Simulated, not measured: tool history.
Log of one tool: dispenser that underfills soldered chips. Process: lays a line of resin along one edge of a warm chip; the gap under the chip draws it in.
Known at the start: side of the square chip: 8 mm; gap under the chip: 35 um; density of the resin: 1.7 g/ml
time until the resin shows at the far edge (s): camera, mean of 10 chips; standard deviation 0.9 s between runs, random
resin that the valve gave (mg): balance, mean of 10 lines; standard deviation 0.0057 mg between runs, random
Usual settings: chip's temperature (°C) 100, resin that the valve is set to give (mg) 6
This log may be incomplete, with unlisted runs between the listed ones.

run	hour	chip's temperature (°C)	resin that the valve is set to give (mg)	time until the resin shows at the far edge (s)	resin that the valve gave (mg)
1	0	100	6	128.8	5.93
# hour 2.4: new syringe of resin
2	3.9	100	6	88.5	5.921
3	6.2	100	6	104	5.912
4	8.6	100	6	116.3	5.919
5	11.2	100	6	134.2	5.916
# hour 13.1: new syringe of resin
6	15.2	100	6	91.5	5.918
7	17.6	100	6	105.8	5.91
8	22	100	6	132.5	5.9
# hour 23.7: new syringe of resin
9	26.8	106	7.11	72.8	6.973
# hour 29.4: dispensing valve cleaned and set on the balance
10	29.9	86	5.77	202.8	5.78
11	33.1	110	6.93	83.2	6.936
# hour 35.4: new syringe of resin
12	37.6	111	5.53	60.1	5.516
13	41.2	99	6.53	115	6.52
14	44.5	99	6.53	136.3	6.512
# hour 46: new syringe of resin
15	48.1	89	6.57	146.5	6.545

How would selected steps in time until the resin shows at the far edge (s) from run to run divide? Give the signed amount a tool lacking its hidden state would still show from settings, what came in and random variation, and the signed amount left for the hidden state, including any gauge scatter that is not in both of the compared results.
What the log doesn't record here: resin's viscosity, % of fresh resin's; dose that the valve gives, % of what is set; true chip temperature over the reading, C; drift of the gauge itself on fill_s, %; drift of the gauge itself on given_mg, %.
Run 5 -> 6: new syringe of resin. time until the resin shows at the far edge (s) -42.7: hidden state -41.3, all else -1.4.
Run 9 -> 10: chip's temperature (°C) 106 -> 86, resin that the valve is set to give (mg) 7.11 -> 5.77, dispensing valve cleaned and set on the balance. time until the resin shows at the far edge (s) +130: hidden state +35.5, all else +94.5.
